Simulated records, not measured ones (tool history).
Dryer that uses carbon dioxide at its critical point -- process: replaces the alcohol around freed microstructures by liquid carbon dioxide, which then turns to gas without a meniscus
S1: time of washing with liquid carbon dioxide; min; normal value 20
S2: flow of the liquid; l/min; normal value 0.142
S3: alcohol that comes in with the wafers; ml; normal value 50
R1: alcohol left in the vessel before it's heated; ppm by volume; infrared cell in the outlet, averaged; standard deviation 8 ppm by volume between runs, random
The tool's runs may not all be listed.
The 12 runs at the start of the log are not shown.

run,day,S1,S2,S3,R1
13,5.258,20,0.142,50,581
14,5.558,20,0.142,50,599
15,5.954,20,0.226,50,63
16,6.521,20,0.226,92,93
17,6.854,20,0.226,92,92
18,7.212,20,0.142,41,503
19,7.7,29,0.142,55,97
20,7.979,16,0.201,99,647
21,8.296,13,0.11,68,10385
22,8.792,13,0.139,21,1611
23,9.2,30,0.142,37,92

Run 24 is up next; what results do you expect?
24,9.496,12,0.137,36,?

R1: 3840 ppm by volume
Take away the tool's hidden state, keep the run-to-run variation as it was, and the same run would have given R1 3019 ppm by volume.
